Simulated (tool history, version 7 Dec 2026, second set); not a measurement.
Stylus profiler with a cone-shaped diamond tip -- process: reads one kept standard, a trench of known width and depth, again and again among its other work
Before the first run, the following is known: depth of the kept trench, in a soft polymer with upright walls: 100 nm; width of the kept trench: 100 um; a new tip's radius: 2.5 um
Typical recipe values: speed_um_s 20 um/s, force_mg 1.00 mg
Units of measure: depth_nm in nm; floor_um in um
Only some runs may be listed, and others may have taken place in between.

run     day  speed_um_s  force_mg  depth_nm  floor_um
  1   0.000          20      1.00    101.48     97.42
  2   1.671          20      1.00    101.50     97.40
  3   2.912          20      1.00    101.55     97.28
  4   3.738          20      1.00    101.50     97.25
  5   4.996          20      1.00    101.53     97.35
  6   6.112          20      1.00    101.55     97.31
      7.121  -- new tip fitted, height scale calibrated
  7   8.096          20      1.00    100.98     98.37
  8   9.438          20      1.00    100.94     98.42
  9  10.596          20      1.00    101.02     98.38
 10  12.150          20      1.00    101.08     98.27
 11  13.725          20      1.00    100.97     98.28
 12  15.508          20      1.00    100.99     98.27
 13  16.321          20      1.00    101.04     98.27
 14  17.350          20      1.00    101.03     98.23
 15  19.096          25      1.00    101.05     98.13
 16  20.392          10      1.00    101.02     98.29
 17  21.338          10      1.00    101.06     98.31
 18  22.212          10      1.38    101.30     98.25
 19  23.412          10      1.38    101.27     98.31
 20  24.233           9      1.00    101.14     98.27
 21  26.104          20      1.36    101.30     98.16
 22  27.733          20      1.36    101.37     98.17
 23  29.208          20      0.87    100.99     98.05
 24  30.779          58      2.36    101.83     97.88
 25  31.742          13      1.42    101.35     98.15
 26  32.862          31      1.51    101.43     97.96
 27  34.679          31      0.73    100.97     97.88
 28  35.704           6      2.05    101.75     98.16
 29  36.692           6      2.05    101.76     98.10
 30  38.450          53      1.92    101.64     97.79
 31  39.346          20      1.30    101.37     97.94
 32  41.008          20      2.97    102.12     98.01
 33  42.379          22      0.66    101.02     97.82
 34  43.283          22      0.66    101.01     97.82
 35  44.738          30      0.54    100.89     97.69
 36  45.712           6      0.75    101.12     97.97
 37  46.721           6      1.89    101.66     98.01
 38  47.883           6      0.78    101.10     97.92
 39  49.504           6      0.78    101.08     97.95
 40  50.800           6      0.78    101.14     97.97
 41  51.712           6      0.78    101.19     97.96
 42  53.125          22      0.66    101.12     97.80
 43  53.954          11      1.89    101.69     97.89
 44  54.942          11      2.15    101.89     97.89

Run 45 comes next. What will it give?
 45  56.246          28      1.00         ?         ?

{"run 45": {"depth_nm": 101.3, "floor_um": 97.69}}
Take away the tool's hidden state, keep the run-to-run variation as it was, and the same run would have given depth_nm 100.86 nm, floor_um 98.33 um.
